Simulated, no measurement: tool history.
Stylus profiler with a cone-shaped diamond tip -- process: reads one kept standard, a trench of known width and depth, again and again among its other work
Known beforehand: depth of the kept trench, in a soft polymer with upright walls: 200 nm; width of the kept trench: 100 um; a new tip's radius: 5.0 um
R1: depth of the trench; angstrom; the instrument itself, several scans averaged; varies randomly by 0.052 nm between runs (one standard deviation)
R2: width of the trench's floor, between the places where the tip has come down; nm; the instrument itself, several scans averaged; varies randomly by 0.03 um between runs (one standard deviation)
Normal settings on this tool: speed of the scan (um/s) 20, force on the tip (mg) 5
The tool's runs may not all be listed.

{"run": 1, "hour": 0.0, "speed of the scan (um/s)": 20, "force on the tip (mg)": 5, "R1": 2027.7, "R2": 96360}
{"run": 2, "hour": 69.3, "speed of the scan (um/s)": 20, "force on the tip (mg)": 5, "R1": 2027.6, "R2": 96370}
{"run": 3, "hour": 146.9, "speed of the scan (um/s)": 20, "force on the tip (mg)": 5, "R1": 2026.3, "R2": 96410}
{"hour": 153.8, "done": "height scale calibrated on a step standard"}
{"run": 4, "hour": 205.3, "speed of the scan (um/s)": 20, "force on the tip (mg)": 5, "R1": 2022.3, "R2": 96390}
{"run": 5, "hour": 269.7, "speed of the scan (um/s)": 20, "force on the tip (mg)": 5, "R1": 2022.6, "R2": 96360}
{"run": 6, "hour": 339.1, "speed of the scan (um/s)": 20, "force on the tip (mg)": 5, "R1": 2021.5, "R2": 96290}
{"run": 7, "hour": 379.9, "speed of the scan (um/s)": 20, "force on the tip (mg)": 5, "R1": 2022.1, "R2": 96290}
{"run": 8, "hour": 428.6, "speed of the scan (um/s)": 5, "force on the tip (mg)": 2.17, "R1": 2013.5, "R2": 96290}
{"run": 9, "hour": 487.3, "speed of the scan (um/s)": 5, "force on the tip (mg)": 4.4, "R1": 2019.8, "R2": 96350}
{"run": 10, "hour": 550.3, "speed of the scan (um/s)": 5, "force on the tip (mg)": 4.4, "R1": 2020.7, "R2": 96370}
{"run": 11, "hour": 609.4, "speed of the scan (um/s)": 5, "force on the tip (mg)": 4.4, "R1": 2021.9, "R2": 96340}
{"run": 12, "hour": 656.0, "speed of the scan (um/s)": 9, "force on the tip (mg)": 10.64, "R1": 2036.4, "R2": 96310}
{"run": 13, "hour": 726.9, "speed of the scan (um/s)": 9, "force on the tip (mg)": 10.64, "R1": 2037.8, "R2": 96310}
{"run": 14, "hour": 761.3, "speed of the scan (um/s)": 9, "force on the tip (mg)": 10.64, "R1": 2038.1, "R2": 96290}

Branching from run 14: 4 alternative next runs. What would each branch give?
{"run": "A", "hour": 830.0, "speed of the scan (um/s)": 30, "force on the tip (mg)": 4.47, "R1": "?", "R2": "?"}
{"run": "B", "hour": 830.0, "speed of the scan (um/s)": 12, "force on the tip (mg)": 8.56, "R1": "?", "R2": "?"}
{"run": "C", "hour": 830.0, "speed of the scan (um/s)": 9, "force on the tip (mg)": 2.16, "R1": "?", "R2": "?"}
{"run": "D", "hour": 830.0, "speed of the scan (um/s)": 9, "force on the tip (mg)": 2.25, "R1": "?", "R2": "?"}

run=A R1=2022.2 R2=96190
run=B R1=2033.2 R2=96250
run=C R1=2014.5 R2=96250
run=D R1=2014.3 R2=96250
Take away the tool's hidden state, keep each run's random variation, and the runs would have read:
run=A R1=2020.2 R2=97100
run=B R1=2031.2 R2=97170
run=C R1=2012.5 R2=97160
run=D R1=2012.3 R2=97160
